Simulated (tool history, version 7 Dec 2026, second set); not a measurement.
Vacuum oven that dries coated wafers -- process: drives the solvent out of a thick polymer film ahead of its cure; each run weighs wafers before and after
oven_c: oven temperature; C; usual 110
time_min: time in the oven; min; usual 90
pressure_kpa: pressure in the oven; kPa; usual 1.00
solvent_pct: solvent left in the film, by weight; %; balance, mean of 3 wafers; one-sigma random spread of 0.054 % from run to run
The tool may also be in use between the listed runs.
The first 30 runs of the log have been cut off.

run,hour,oven_c,time_min,pressure_kpa,solvent_pct
31,1860.8,123,95,1.36,1.57
32,1946.0,123,95,1.36,1.61
33,2021.7,123,95,1.36,1.46
# hour 2072.9: vacuum gauge cleaned of residue and calibrated
34,2093.2,123,95,1.36,1.52
35,2180.5,110,51,3.93,8.84
36,2266.1,110,51,3.93,9.05
37,2319.6,112,88,1.00,3.35
38,2397.4,112,88,1.00,3.30
39,2480.1,109,58,0.53,5.70
40,2540.2,114,152,3.22,3.81
# hour 2567.8: oven's thermocouples calibrated
41,2605.8,114,152,3.22,3.73
42,2661.0,114,152,3.22,3.74
43,2710.9,125,106,0.64,0.72
44,2774.3,125,106,0.64,0.76
45,2843.9,125,106,0.64,0.73
46,2910.0,125,106,0.64,0.74

Alternative continuations, all from the tool just after run 46; predict every row:
A,2950.3,125,46,0.64,?
B,2950.3,108,48,1.72,?
C,2950.3,119,100,1.58,?

run,solvent_pct
A,2.85
B,7.89
C,2.16
Had the tool no hidden state, the same runs would have come out as:
run,solvent_pct
A,2.85
B,7.89
C,2.16

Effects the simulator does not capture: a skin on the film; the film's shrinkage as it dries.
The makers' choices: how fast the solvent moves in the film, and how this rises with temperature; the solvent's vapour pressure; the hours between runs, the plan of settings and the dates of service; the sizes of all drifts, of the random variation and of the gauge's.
